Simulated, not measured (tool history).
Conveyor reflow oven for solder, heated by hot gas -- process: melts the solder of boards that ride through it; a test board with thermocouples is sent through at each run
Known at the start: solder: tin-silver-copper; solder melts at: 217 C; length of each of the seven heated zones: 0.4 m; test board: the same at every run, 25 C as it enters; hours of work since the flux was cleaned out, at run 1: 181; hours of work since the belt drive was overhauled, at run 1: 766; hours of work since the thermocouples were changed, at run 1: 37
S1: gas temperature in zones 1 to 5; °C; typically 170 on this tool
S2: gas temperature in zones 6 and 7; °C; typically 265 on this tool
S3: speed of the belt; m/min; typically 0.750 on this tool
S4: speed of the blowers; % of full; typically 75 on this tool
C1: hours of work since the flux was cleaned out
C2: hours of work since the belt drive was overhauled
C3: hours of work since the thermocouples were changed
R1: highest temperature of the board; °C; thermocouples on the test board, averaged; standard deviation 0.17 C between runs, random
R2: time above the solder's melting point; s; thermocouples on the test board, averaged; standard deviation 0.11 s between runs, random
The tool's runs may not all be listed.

| run | day | S1 | S2 | S3 | S4 | C1 | C2 | C3 | R1 | R2 |
|---|---|---|---|---|---|---|---|---|---|---|
| 1 | 0.000 | 170 | 265 | 0.750 | 75 | 181 | 766 | 37 | 250.7 | 46.6 |
| 2 | 1.762 | 170 | 265 | 0.750 | 75 | 208 | 793 | 65 | 250.6 | 46.2 |
| 3 | 2.600 | 170 | 265 | 0.750 | 75 | 221 | 806 | 77 | 250.2 | 46.3 |
| 4 | 4.438 | 170 | 265 | 0.750 | 75 | 249 | 834 | 106 | 250.6 | 46.2 |
| 5 | 5.600 | 170 | 265 | 0.750 | 75 | 267 | 852 | 124 | 250.4 | 46.4 |
| 6 | 6.592 | 170 | 265 | 0.750 | 75 | 282 | 867 | 139 | 250.6 | 46.3 |
| 7 | 8.192 | 170 | 265 | 0.750 | 68 | 307 | 892 | 163 | 249.5 | 45.2 |
| 8 | 9.646 | 170 | 265 | 0.613 | 75 | 329 | 914 | 186 | 255.9 | 61.9 |
|  | 10.533 | flux residue cleaned out of gas plates and filters |
| 9 | 11.625 | 170 | 265 | 0.613 | 75 | 17 | 942 | 213 | 256.2 | 62.0 |
| 10 | 13.283 | 177 | 265 | 0.750 | 75 | 42 | 967 | 239 | 251.6 | 48.8 |
| 11 | 15.112 | 177 | 273 | 0.750 | 75 | 71 | 995 | 267 | 258.4 | 52.7 |
| 12 | 16.400 | 177 | 273 | 0.834 | 75 | 90 | 1015 | 287 | 254.9 | 45.2 |
| 13 | 17.421 | 177 | 273 | 0.825 | 75 | 106 | 1031 | 302 | 255.6 | 45.9 |
| 14 | 18.462 | 177 | 273 | 0.892 | 75 | 122 | 1047 | 318 | 252.6 | 40.4 |
|  | 19.121 | flux residue cleaned out of gas plates and filters, once more |
| 15 | 19.679 | 177 | 273 | 0.892 | 75 | 9 | 1062 | 334 | 254.6 | 41.8 |
| 16 | 20.921 | 173 | 261 | 0.672 | 87 | 28 | 1081 | 353 | 253.1 | 56.2 |
| 17 | 22.346 | 170 | 272 | 0.633 | 70 | 50 | 1103 | 375 | 262.1 | 63.5 |
| 18 | 23.617 | 170 | 268 | 0.773 | 77 | 69 | 1123 | 394 | 254.1 | 46.9 |
| 19 | 25.004 | 170 | 268 | 0.773 | 77 | 91 | 1144 | 416 | 254.1 | 46.9 |
|  | 26.058 | belt drive overhauled, speed set with a stopwatch |
| 20 | 27.054 | 170 | 268 | 0.773 | 77 | 120 | 15 | 445 | 254.3 | 46.3 |
| 21 | 28.325 | 170 | 268 | 0.773 | 77 | 139 | 35 | 464 | 253.8 | 46.3 |
| 22 | 29.479 | 176 | 268 | 0.773 | 77 | 157 | 53 | 482 | 254.4 | 48.4 |
| 23 | 30.917 | 176 | 268 | 0.773 | 77 | 179 | 75 | 504 | 254.5 | 48.5 |
| 24 | 32.617 | 170 | 258 | 0.851 | 81 | 205 | 101 | 530 | 242.6 | 35.0 |
| 25 | 34.292 | 185 | 265 | 0.750 | 56 | 231 | 127 | 556 | 250.7 | 50.3 |
| 26 | 36.179 | 185 | 265 | 0.750 | 56 | 260 | 156 | 585 | 250.7 | 50.0 |
| 27 | 37.975 | 175 | 265 | 0.750 | 55 | 288 | 183 | 613 | 248.6 | 45.1 |
| 28 | 39.588 | 182 | 265 | 0.750 | 55 | 313 | 208 | 638 | 249.8 | 48.4 |
| 29 | 41.021 | 182 | 265 | 0.750 | 55 | 335 | 230 | 660 | 250.3 | 48.2 |

Below are 5 alternative next runs, each starting from the tool's condition after run 29. Predict each:
|  | 41.621 | flux residue cleaned out of gas plates and filters |
| A | 42.838 | 180 | 256 | 0.750 | 52 | 19 | 255 | 685 | ? | ? |
|  | 41.621 | flux residue cleaned out of gas plates and filters |
| B | 42.838 | 182 | 265 | 0.745 | 55 | 19 | 255 | 685 | ? | ? |
|  | 41.621 | flux residue cleaned out of gas plates and filters |
| C | 42.838 | 163 | 279 | 0.750 | 55 | 19 | 255 | 685 | ? | ? |
|  | 41.621 | flux residue cleaned out of gas plates and filters |
| D | 42.838 | 182 | 278 | 0.750 | 64 | 19 | 255 | 685 | ? | ? |
|  | 41.621 | flux residue cleaned out of gas plates and filters |
| E | 42.838 | 182 | 266 | 0.750 | 55 | 19 | 255 | 685 | ? | ? |

| run | R1 | R2 |
|---|---|---|
| A | 242.0 | 42.6 |
| B | 251.1 | 49.7 |
| C | 259.2 | 48.5 |
| D | 264.0 | 56.3 |
| E | 251.7 | 49.7 |
With the hidden condition removed and each run's random variation left untouched, the same runs would have given:
| run | R1 | R2 |
|---|---|---|
| A | 240.4 | 41.2 |
| B | 249.4 | 48.7 |
| C | 257.5 | 47.6 |
| D | 262.3 | 55.5 |
| E | 250.0 | 48.7 |
